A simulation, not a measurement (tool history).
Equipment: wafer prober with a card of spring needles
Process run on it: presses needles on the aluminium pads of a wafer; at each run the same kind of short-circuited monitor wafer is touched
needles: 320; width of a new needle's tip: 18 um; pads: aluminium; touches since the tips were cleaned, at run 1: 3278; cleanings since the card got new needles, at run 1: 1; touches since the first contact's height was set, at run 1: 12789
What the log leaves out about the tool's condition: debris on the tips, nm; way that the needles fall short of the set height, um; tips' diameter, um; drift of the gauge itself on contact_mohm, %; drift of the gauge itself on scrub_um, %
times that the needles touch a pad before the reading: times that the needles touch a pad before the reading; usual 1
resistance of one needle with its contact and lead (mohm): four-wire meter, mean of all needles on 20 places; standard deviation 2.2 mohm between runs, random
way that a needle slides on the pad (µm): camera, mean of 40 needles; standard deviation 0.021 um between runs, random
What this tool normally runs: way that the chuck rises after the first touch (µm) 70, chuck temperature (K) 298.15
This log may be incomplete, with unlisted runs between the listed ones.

run	hour	way that the chuck rises after the first touch (µm)	chuck temperature (K)	times that the needles touch a pad before the reading	touches since the tips were cleaned	cleanings since the card got new needles	touches since the first contact's height was set	resistance of one needle with its contact and lead (mohm)	way that a needle slides on the pad (µm)
1	0	70	298.15	1	3278	1	12789	240	13.52
2	5.8	70	298.15	1	4518	1	14029	239	13.53
3	12.4	70	298.15	1	5914	1	15425	240	13.47
4	23.2	70	298.15	1	8210	1	17721	237	13.46
# hour 24: tips cleaned on abrasive film
5	34.8	70	298.15	1	2296	2	20154	239	13.44
6	46	70	356.15	1	4677	2	22535	258	13.48
7	51.6	61	356.15	1	5867	2	23725	259	11.72
8	58.5	61	356.15	1	7333	2	25191	261	11.68
# hour 63.4: tips cleaned on abrasive film
9	63.4	61	356.15	1	0	3	26206	262	11.71
10	74.1	70	298.15	1	2271	3	28477	240	13.41
11	79.3	59	390.15	2	3382	3	29588	269	11.3
12	89	59	390.15	2	5430	3	31636	270	11.27
13	99.2	80	300.15	1	7598	3	33804	238	15.3
# hour 103.4: tips cleaned on abrasive film
14	107.5	68	298.15	1	885	4	35553	243	12.98
15	114.5	68	298.15	1	2357	4	37025	238	12.96
16	123.3	69	315.15	1	4229	4	38897	249	13.17
17	132.3	66	343.15	1	6144	4	40812	255	12.56
18	139.7	66	343.15	1	7715	4	42383	251	12.55
# hour 143: tips cleaned on abrasive film
19	148.9	80	314.15	2	1242	5	44305	241	15.2
20	156.5	79	344.15	2	2862	5	45925	250	15.01

Measured minus without-hidden-state, run by run (identical run-to-run variation in each term; gauge scatter may differ):
run	way that a needle slides on the pad (µm)
1	+0
2	+0
3	-0.02
4	-0.03
5	-0.05
6	-0.06
7	-0.06
8	-0.06
9	-0.08
10	-0.1
11	-0.09
12	-0.1
13	-0.15
14	-0.14
15	-0.15
16	-0.16
17	-0.17
18	-0.18
19	-0.23
20	-0.24
For resistance of one needle with its contact and lead (mohm), the value without the hidden state is never more than 1 from the measured value.
